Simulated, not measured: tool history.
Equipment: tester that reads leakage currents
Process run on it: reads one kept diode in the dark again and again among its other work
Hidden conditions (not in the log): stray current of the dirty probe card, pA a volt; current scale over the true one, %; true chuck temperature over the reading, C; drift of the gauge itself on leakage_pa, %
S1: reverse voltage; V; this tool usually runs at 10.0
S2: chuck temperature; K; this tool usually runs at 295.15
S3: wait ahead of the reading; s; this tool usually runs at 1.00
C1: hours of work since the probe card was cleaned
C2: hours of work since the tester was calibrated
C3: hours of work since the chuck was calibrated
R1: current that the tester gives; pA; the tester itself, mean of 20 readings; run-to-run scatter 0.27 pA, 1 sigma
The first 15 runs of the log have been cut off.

{"run": 16, "hour": 356.7, "S1": 4.0, "S2": 295.15, "S3": 1.0, "C1": 561, "C2": 310, "C3": 334, "R1": 56.18}
{"run": 17, "hour": 388.1, "S1": 4.0, "S2": 295.15, "S3": 1.0, "C1": 576, "C2": 324, "C3": 349, "R1": 56.2}
{"run": 18, "hour": 406.3, "S1": 4.0, "S2": 295.15, "S3": 1.0, "C1": 585, "C2": 333, "C3": 358, "R1": 56.35}
{"run": 19, "hour": 421.1, "S1": 4.0, "S2": 295.15, "S3": 1.0, "C1": 592, "C2": 340, "C3": 365, "R1": 56.2}
{"run": 20, "hour": 447.1, "S1": 4.0, "S2": 295.15, "S3": 1.0, "C1": 604, "C2": 353, "C3": 377, "R1": 56.35}
{"run": 21, "hour": 463.8, "S1": 5.3, "S2": 325.15, "S3": 0.91, "C1": 612, "C2": 360, "C3": 385, "R1": 629.02}
{"run": 22, "hour": 496.8, "S1": 7.7, "S2": 303.15, "S3": 1.63, "C1": 628, "C2": 376, "C3": 401, "R1": 150.8}
{"run": 23, "hour": 528.1, "S1": 7.7, "S2": 303.15, "S3": 1.63, "C1": 642, "C2": 391, "C3": 416, "R1": 151.33}
{"hour": 532.1, "done": "chuck's temperature calibrated"}
{"run": 24, "hour": 551.4, "S1": 15.0, "S2": 301.15, "S3": 4.17, "C1": 653, "C2": 401, "C3": 9, "R1": 186.12}
{"run": 25, "hour": 572.7, "S1": 1.2, "S2": 295.15, "S3": 1.0, "C1": 663, "C2": 411, "C3": 19, "R1": 29.76}
{"run": 26, "hour": 591.9, "S1": 1.2, "S2": 295.15, "S3": 1.0, "C1": 672, "C2": 420, "C3": 28, "R1": 29.76}
{"run": 27, "hour": 605.8, "S1": 12.0, "S2": 314.15, "S3": 1.0, "C1": 678, "C2": 427, "C3": 35, "R1": 447.44}
{"run": 28, "hour": 624.4, "S1": 18.6, "S2": 314.15, "S3": 2.65, "C1": 687, "C2": 436, "C3": 44, "R1": 563.11}
{"run": 29, "hour": 645.4, "S1": 1.7, "S2": 312.15, "S3": 1.0, "C1": 697, "C2": 446, "C3": 54, "R1": 136.56}
{"run": 30, "hour": 668.4, "S1": 1.7, "S2": 312.15, "S3": 1.0, "C1": 708, "C2": 457, "C3": 65, "R1": 136.32}
{"run": 31, "hour": 691.9, "S1": 11.8, "S2": 304.15, "S3": 0.34, "C1": 719, "C2": 468, "C3": 76, "R1": 217.4}
{"hour": 697.4, "done": "chuck's temperature calibrated, once more"}
{"run": 32, "hour": 717.7, "S1": 19.9, "S2": 294.15, "S3": 0.43, "C1": 731, "C2": 479, "C3": 10, "R1": 136.11}
{"run": 33, "hour": 739.8, "S1": 11.9, "S2": 295.15, "S3": 0.87, "C1": 741, "C2": 490, "C3": 20, "R1": 102.87}
{"run": 34, "hour": 756.9, "S1": 1.4, "S2": 296.15, "S3": 1.89, "C1": 749, "C2": 498, "C3": 28, "R1": 33.88}
{"run": 35, "hour": 778.9, "S1": 2.2, "S2": 296.15, "S3": 1.89, "C1": 760, "C2": 508, "C3": 39, "R1": 43.44}
{"run": 36, "hour": 801.5, "S1": 8.2, "S2": 322.15, "S3": 2.05, "C1": 771, "C2": 519, "C3": 49, "R1": 630.32}
{"run": 37, "hour": 818.5, "S1": 6.4, "S2": 322.15, "S3": 0.65, "C1": 779, "C2": 527, "C3": 58, "R1": 555.47}
{"run": 38, "hour": 833.5, "S1": 10.0, "S2": 299.15, "S3": 1.0, "C1": 786, "C2": 534, "C3": 65, "R1": 127.38}
{"run": 39, "hour": 848.2, "S1": 5.0, "S2": 294.15, "S3": 4.73, "C1": 793, "C2": 541, "C3": 72, "R1": 57.24}

Each row is a separate what-if for the run after 39, all from the same tool condition, not one after another. Results?
{"run": "A", "hour": 878.5, "S1": 5.0, "S2": 297.15, "S3": 4.73, "C1": 807, "C2": 556, "C3": 86, "R1": "?"}
{"run": "B", "hour": 878.5, "S1": 5.4, "S2": 303.15, "S3": 9.72, "C1": 807, "C2": 556, "C3": 86, "R1": "?"}
{"run": "C", "hour": 878.5, "S1": 5.6, "S2": 331.15, "S3": 0.81, "C1": 807, "C2": 556, "C3": 86, "R1": "?"}
{"run": "D", "hour": 878.5, "S1": 10.0, "S2": 321.15, "S3": 1.0, "C1": 807, "C2": 556, "C3": 86, "R1": "?"}

run=A R1=72.44
run=B R1=121.98
run=C R1=957.10
run=D R1=654.54
Take away the tool's hidden state, keep each run's random variation, and the runs would have read:
run=A R1=70.82
run=B R1=120.44
run=C R1=959.42
run=D R1=653.72
